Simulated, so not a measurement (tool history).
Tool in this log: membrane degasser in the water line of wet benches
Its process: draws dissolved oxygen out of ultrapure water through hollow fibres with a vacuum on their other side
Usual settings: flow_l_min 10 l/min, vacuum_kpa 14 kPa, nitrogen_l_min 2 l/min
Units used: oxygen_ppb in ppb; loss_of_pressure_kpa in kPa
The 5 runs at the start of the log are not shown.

run,hour,flow_l_min,vacuum_kpa,nitrogen_l_min,hours since the membrane was changed,hours since the vacuum gauge was calibrated,hours since the vacuum lines were made tight,oxygen_ppb,loss_of_pressure_kpa
6,677.3,10,14,3.33,1543,390,909,254.5,46.14
7,814.2,10,14,3.33,1680,527,1046,255.2,45.75
8,1041.1,10,14,2,1907,754,1273,315.9,46.33
# hour 1220.7: vacuum gauge calibrated, once more
9,1240.5,12,14,2,2106,20,1472,382.9,55.78
10,1406.9,12,14,1.88,2272,186,1638,398.7,55.37
11,1562.7,10,14,3.02,2428,342,1794,267.8,45.95
12,1765.2,10,14,3.02,2631,545,1997,266.2,46.2
13,1961.9,10,14,3.02,2827,741,2194,272.4,46.07
14,2076.4,10,14,3.02,2942,856,2308,273.5,46.58
15,2190.4,8,14,3.02,3056,970,2422,201.2,37.27
16,2332.3,10,14,2,3198,1112,2564,312.3,46.1
17,2485.5,9,16.4,2.29,3351,1265,2717,281.7,41.91
18,2643.9,9,16.4,2.29,3509,1423,2875,287.6,42.08
19,2859.6,9,8.5,0.83,3725,1639,3091,293.6,41.98
20,2992.6,10,27.5,4.92,3858,1772,3224,310.2,46.6
21,3218.7,15,14,2,4084,1998,3450,507,69.86
22,3439.5,15,14,2,4305,2219,3671,512.8,70.11
23,3649.5,12,34.4,2,4515,2429,3881,667.7,56.01
24,3772.8,9,14.9,1.9,4638,2552,4004,298.3,42.54
25,3886.6,9,14.9,1.9,4752,2666,4118,301.9,42.41

Run 26 is up next; what results do you expect?
26,4068.4,9,14.9,1.9,4934,2848,4300,?,?

oxygen_ppb: 307.4 ppb
loss_of_pressure_kpa: 42.55 kPa
With the hidden condition absent and the run-to-run variation left alone, this run would have shown oxygen_ppb 278.1 ppb, loss_of_pressure_kpa 41.08 kPa.
